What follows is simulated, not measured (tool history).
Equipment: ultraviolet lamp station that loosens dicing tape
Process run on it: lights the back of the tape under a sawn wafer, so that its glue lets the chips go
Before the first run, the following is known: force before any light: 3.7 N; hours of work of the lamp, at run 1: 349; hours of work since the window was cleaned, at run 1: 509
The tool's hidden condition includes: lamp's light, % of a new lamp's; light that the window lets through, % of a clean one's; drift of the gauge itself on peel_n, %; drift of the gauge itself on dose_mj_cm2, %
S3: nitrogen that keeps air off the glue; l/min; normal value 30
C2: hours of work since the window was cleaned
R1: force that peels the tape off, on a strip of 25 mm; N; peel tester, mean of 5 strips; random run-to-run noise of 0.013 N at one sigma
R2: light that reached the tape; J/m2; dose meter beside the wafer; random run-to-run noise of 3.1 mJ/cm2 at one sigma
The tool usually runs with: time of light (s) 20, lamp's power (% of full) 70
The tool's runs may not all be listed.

run 1 hour=0 | time_of_light_(s)=20 lamp's_power_(%_of_full)=70 S3=30 | hours_of_work_of_the_lamp=349 C2=509 | R1=0.771 R2=3850
run 2 hour=10.1 | time_of_light_(s)=20 lamp's_power_(%_of_full)=70 S3=30 | hours_of_work_of_the_lamp=354 C2=514 | R1=0.805 R2=3790
run 3 hour=26.7 | time_of_light_(s)=20 lamp's_power_(%_of_full)=70 S3=30 | hours_of_work_of_the_lamp=363 C2=523 | R1=0.842 R2=3770
run 4 hour=40.6 | time_of_light_(s)=20 lamp's_power_(%_of_full)=73 S3=30 | hours_of_work_of_the_lamp=371 C2=531 | R1=0.802 R2=3990
run 5 hour=57.4 | time_of_light_(s)=40 lamp's_power_(%_of_full)=70 S3=30 | hours_of_work_of_the_lamp=380 C2=540 | R1=0.295 R2=7620
run 6 hour=68 | time_of_light_(s)=40 lamp's_power_(%_of_full)=70 S3=30 | hours_of_work_of_the_lamp=386 C2=546 | R1=0.298 R2=7590
run 7 hour=75.1 | time_of_light_(s)=40 lamp's_power_(%_of_full)=70 S3=30 | hours_of_work_of_the_lamp=389 C2=549 | R1=0.283 R2=7560
run 8 hour=91.1 | time_of_light_(s)=40 lamp's_power_(%_of_full)=70 S3=30 | hours_of_work_of_the_lamp=398 C2=558 | R1=0.294 R2=7590
run 9 hour=103.7 | time_of_light_(s)=40 lamp's_power_(%_of_full)=70 S3=30 | hours_of_work_of_the_lamp=405 C2=565 | R1=0.288 R2=7490
run 10 hour=111.5 | time_of_light_(s)=17 lamp's_power_(%_of_full)=70 S3=30 | hours_of_work_of_the_lamp=409 C2=569 | R1=1.056 R2=3200
run 11 hour=119.4 | time_of_light_(s)=17 lamp's_power_(%_of_full)=70 S3=30 | hours_of_work_of_the_lamp=413 C2=573 | R1=1.03 R2=3180
run 12 hour=127.1 | time_of_light_(s)=17 lamp's_power_(%_of_full)=70 S3=30 | hours_of_work_of_the_lamp=418 C2=578 | R1=1.028 R2=3150
run 13 hour=143.5 | time_of_light_(s)=17 lamp's_power_(%_of_full)=70 S3=30 | hours_of_work_of_the_lamp=426 C2=586 | R1=1.07 R2=3100
run 14 hour=155.4 | time_of_light_(s)=20 lamp's_power_(%_of_full)=80 S3=30 | hours_of_work_of_the_lamp=433 C2=593 | R1=0.734 R2=4250
run 15 hour=166.7 | time_of_light_(s)=20 lamp's_power_(%_of_full)=80 S3=30 | hours_of_work_of_the_lamp=439 C2=599 | R1=0.716 R2=4190
run 16 hour=183.7 | time_of_light_(s)=20 lamp's_power_(%_of_full)=70 S3=55 | hours_of_work_of_the_lamp=448 C2=608 | R1=0.712 R2=3650
run 17 hour=196.8 | time_of_light_(s)=20 lamp's_power_(%_of_full)=70 S3=55 | hours_of_work_of_the_lamp=455 C2=615 | R1=0.725 R2=3660
run 18 hour=212.3 | time_of_light_(s)=20 lamp's_power_(%_of_full)=70 S3=55 | hours_of_work_of_the_lamp=464 C2=624 | R1=0.738 R2=3630
run 19 hour=225.2 | time_of_light_(s)=20 lamp's_power_(%_of_full)=70 S3=30 | hours_of_work_of_the_lamp=471 C2=631 | R1=0.899 R2=3620
run 20 hour=241 | time_of_light_(s)=20 lamp's_power_(%_of_full)=70 S3=30 | hours_of_work_of_the_lamp=479 C2=639 | R1=0.9 R2=3610
run 21 hour=255.9 | time_of_light_(s)=20 lamp's_power_(%_of_full)=70 S3=30 | hours_of_work_of_the_lamp=487 C2=647 | R1=0.891 R2=3580
run 22 hour=264.8 | time_of_light_(s)=10 lamp's_power_(%_of_full)=75 S3=55 | hours_of_work_of_the_lamp=492 C2=652 | R1=1.56 R2=1900
run 23 hour=281.6 | time_of_light_(s)=27 lamp's_power_(%_of_full)=70 S3=11 | hours_of_work_of_the_lamp=501 C2=661 | R1=0.945 R2=4830
run 24 hour=297.8 | time_of_light_(s)=27 lamp's_power_(%_of_full)=70 S3=11 | hours_of_work_of_the_lamp=510 C2=670 | R1=0.904 R2=4770
run 25 hour=306.5 | time_of_light_(s)=19 lamp's_power_(%_of_full)=70 S3=20 | hours_of_work_of_the_lamp=515 C2=675 | R1=1.133 R2=3340
run 26 hour=314.6 | time_of_light_(s)=17 lamp's_power_(%_of_full)=70 S3=29 | hours_of_work_of_the_lamp=519 C2=679 | R1=1.14 R2=3010
run 27 hour=329.4 | time_of_light_(s)=20 lamp's_power_(%_of_full)=71 S3=25 | hours_of_work_of_the_lamp=527 C2=687 | R1=0.948 R2=3480
run 28 hour=346.2 | time_of_light_(s)=26 lamp's_power_(%_of_full)=93 S3=51 | hours_of_work_of_the_lamp=536 C2=696 | R1=0.344 R2=5970
-- hour=354.3 window cleaned of glue's vapour
run 29 hour=361.7 | time_of_light_(s)=26 lamp's_power_(%_of_full)=93 S3=10 | hours_of_work_of_the_lamp=544 C2=4 | R1=0.584 R2=6870
run 30 hour=378 | time_of_light_(s)=12 lamp's_power_(%_of_full)=64 S3=30 | hours_of_work_of_the_lamp=553 C2=13 | R1=1.498 R2=2140
run 31 hour=386.7 | time_of_light_(s)=22 lamp's_power_(%_of_full)=75 S3=25 | hours_of_work_of_the_lamp=558 C2=18 | R1=0.679 R2=4690
run 32 hour=398.6 | time_of_light_(s)=30 lamp's_power_(%_of_full)=63 S3=35 | hours_of_work_of_the_lamp=564 C2=24 | R1=0.474 R2=5350
run 33 hour=409.5 | time_of_light_(s)=36 lamp's_power_(%_of_full)=70 S3=30 | hours_of_work_of_the_lamp=570 C2=30 | R1=0.32 R2=7070
run 34 hour=419.6 | time_of_light_(s)=22 lamp's_power_(%_of_full)=62 S3=13 | hours_of_work_of_the_lamp=575 C2=35 | R1=1.137 R2=3820
run 35 hour=432.2 | time_of_light_(s)=20 lamp's_power_(%_of_full)=70 S3=33 | hours_of_work_of_the_lamp=582 C2=42 | R1=0.794 R2=3910
run 36 hour=443 | time_of_light_(s)=20 lamp's_power_(%_of_full)=70 S3=16 | hours_of_work_of_the_lamp=588 C2=48 | R1=1.022 R2=3930
run 37 hour=454.2 | time_of_light_(s)=40 lamp's_power_(%_of_full)=78 S3=30 | hours_of_work_of_the_lamp=594 C2=54 | R1=0.237 R2=8700
run 38 hour=466.4 | time_of_light_(s)=40 lamp's_power_(%_of_full)=78 S3=30 | hours_of_work_of_the_lamp=601 C2=61 | R1=0.238 R2=8590
run 39 hour=474.2 | time_of_light_(s)=40 lamp's_power_(%_of_full)=78 S3=30 | hours_of_work_of_the_lamp=605 C2=65 | R1=0.25 R2=8620
run 40 hour=487 | time_of_light_(s)=40 lamp's_power_(%_of_full)=90 S3=9 | hours_of_work_of_the_lamp=612 C2=72 | R1=0.332 R2=10010
run 41 hour=497.8 | time_of_light_(s)=40 lamp's_power_(%_of_full)=90 S3=9 | hours_of_work_of_the_lamp=618 C2=78 | R1=0.331 R2=9870
run 42 hour=513.7 | time_of_light_(s)=21 lamp's_power_(%_of_full)=81 S3=30 | hours_of_work_of_the_lamp=626 C2=86 | R1=0.638 R2=4680

Predict each of these 5 candidate next runs independently; none follows another, all start after run 42:
run A hour=529.5 | time_of_light_(s)=14 lamp's_power_(%_of_full)=93 S3=32 | hours_of_work_of_the_lamp=635 C2=95 | R1=? R2=?
run B hour=529.5 | time_of_light_(s)=21 lamp's_power_(%_of_full)=90 S3=10 | hours_of_work_of_the_lamp=635 C2=95 | R1=? R2=?
run C hour=529.5 | time_of_light_(s)=21 lamp's_power_(%_of_full)=91 S3=30 | hours_of_work_of_the_lamp=635 C2=95 | R1=? R2=?
run D hour=529.5 | time_of_light_(s)=21 lamp's_power_(%_of_full)=98 S3=50 | hours_of_work_of_the_lamp=635 C2=95 | R1=? R2=?
run E hour=529.5 | time_of_light_(s)=21 lamp's_power_(%_of_full)=81 S3=25 | hours_of_work_of_the_lamp=635 C2=95 | R1=? R2=?

run=A R1=0.881 R2=3510
run=B R1=0.858 R2=5140
run=C R1=0.527 R2=5200
run=D R1=0.384 R2=5620
run=E R1=0.676 R2=4650
What these runs would have given with no unlogged condition in the tool:
run=A R1=0.649 R2=4380
run=B R1=0.634 R2=6410
run=C R1=0.368 R2=6480
run=D R1=0.271 R2=7010
run=E R1=0.479 R2=5790

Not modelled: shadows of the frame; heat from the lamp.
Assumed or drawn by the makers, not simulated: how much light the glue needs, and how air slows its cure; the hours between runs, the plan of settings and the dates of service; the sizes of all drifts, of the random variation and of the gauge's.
